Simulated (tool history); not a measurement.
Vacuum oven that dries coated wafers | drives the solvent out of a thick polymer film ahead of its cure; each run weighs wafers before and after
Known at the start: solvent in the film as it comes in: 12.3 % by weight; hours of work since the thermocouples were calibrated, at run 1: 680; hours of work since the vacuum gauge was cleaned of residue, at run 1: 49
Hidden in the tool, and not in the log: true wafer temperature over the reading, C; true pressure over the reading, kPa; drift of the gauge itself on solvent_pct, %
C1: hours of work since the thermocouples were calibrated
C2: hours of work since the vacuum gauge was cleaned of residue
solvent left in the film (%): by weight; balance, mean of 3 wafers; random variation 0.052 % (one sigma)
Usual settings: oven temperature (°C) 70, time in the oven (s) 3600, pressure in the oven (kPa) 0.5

Run 1, hour 0: usual settings; C1 680; C2 49. Result: solvent left in the film (%) 1.57.
Run 2, hour 21: usual settings; C1 694; C2 63. Result: solvent left in the film (%) 1.72.
Run 3, hour 53.6: usual settings; C1 715; C2 84. Result: solvent left in the film (%) 1.65.
At hour 82.2: oven's thermocouples calibrated.
Run 4, hour 89.4: usual settings; C1 5; C2 106. Result: solvent left in the film (%) 1.38.
Run 5, hour 118.1: usual settings but time in the oven (s) 4800; C1 23; C2 124. Result: solvent left in the film (%) 0.75.
Run 6, hour 136.7: usual settings but time in the oven (s) 4800, pressure in the oven (kPa) 0.256; C1 35; C2 136. Result: solvent left in the film (%) 0.66.
Run 7, hour 160.5: usual settings but time in the oven (s) 4800, pressure in the oven (kPa) 0.256; C1 51; C2 152. Result: solvent left in the film (%) 0.71.
Run 8, hour 181: usual settings but time in the oven (s) 4800, pressure in the oven (kPa) 0.256; C1 64; C2 165. Result: solvent left in the film (%) 0.68.
Run 9, hour 200.9: usual settings but time in the oven (s) 4800, pressure in the oven (kPa) 0.256; C1 77; C2 178. Result: solvent left in the film (%) 0.69.
Run 10, hour 216.5: usual settings; C1 87; C2 188. Result: solvent left in the film (%) 1.47.
Run 11, hour 248.9: usual settings but time in the oven (s) 2340; C1 108; C2 209. Result: solvent left in the film (%) 2.64.
Run 12, hour 266.8: usual settings but oven temperature (°C) 62, time in the oven (s) 3060; C1 119; C2 220. Result: solvent left in the film (%) 3.98.
Run 13, hour 281.1: usual settings but oven temperature (°C) 55, time in the oven (s) 3060, pressure in the oven (kPa) 1.851; C1 129; C2 230. Result: solvent left in the film (%) 6.99.
Run 14, hour 312.3: usual settings but oven temperature (°C) 55, time in the oven (s) 3060, pressure in the oven (kPa) 1.851; C1 149; C2 250. Result: solvent left in the film (%) 6.68.
Run 15, hour 340.8: usual settings but oven temperature (°C) 57, time in the oven (s) 5400; C1 167; C2 268. Result: solvent left in the film (%) 3.45.
Run 16, hour 371.5: usual settings but oven temperature (°C) 57, time in the oven (s) 3540, pressure in the oven (kPa) 0.294; C1 187; C2 288. Result: solvent left in the film (%) 4.58.
Run 17, hour 395.2: usual settings but oven temperature (°C) 81, time in the oven (s) 3660, pressure in the oven (kPa) 1.785; C1 202; C2 303. Result: solvent left in the film (%) 0.94.
Run 18, hour 415.6: usual settings but oven temperature (°C) 81, time in the oven (s) 3660, pressure in the oven (kPa) 1.785; C1 215; C2 317. Result: solvent left in the film (%) 0.92.
Run 19, hour 431.6: usual settings but oven temperature (°C) 66, pressure in the oven (kPa) 0.301; C1 226; C2 327. Result: solvent left in the film (%) 2.12.
Run 20, hour 456.9: usual settings but oven temperature (°C) 62, time in the oven (s) 3840, pressure in the oven (kPa) 1.277; C1 242; C2 343. Result: solvent left in the film (%) 3.8.
Run 21, hour 478.2: usual settings but oven temperature (°C) 83, time in the oven (s) 2100, pressure in the oven (kPa) 0.262; C1 256; C2 357. Result: solvent left in the film (%) 0.46.
Run 22, hour 495.7: usual settings but oven temperature (°C) 83, time in the oven (s) 2100, pressure in the oven (kPa) 0.262; C1 267; C2 368. Result: solvent left in the film (%) 0.62.

Forecast each of these 3 alternatives for the next run:
Run A, hour 512.9: usual settings but time in the oven (s) 6180, pressure in the oven (kPa) 1.061; C1 278; C2 379. Result: solvent left in the film (%) ?.
Run B, hour 512.9: usual settings but oven temperature (°C) 63, time in the oven (s) 2940, pressure in the oven (kPa) 0.605; C1 278; C2 379. Result: solvent left in the film (%) ?.
Run C, hour 512.9: usual settings but oven temperature (°C) 65; C1 278; C2 379. Result: solvent left in the film (%) ?.

run  solvent left in the film (%)
  A                          1.07
  B                          3.86
  C                          2.55
Without the tool's hidden state the same runs would have given:
run  solvent left in the film (%)
  A                          0.94
  B                          3.72
  C                          2.41
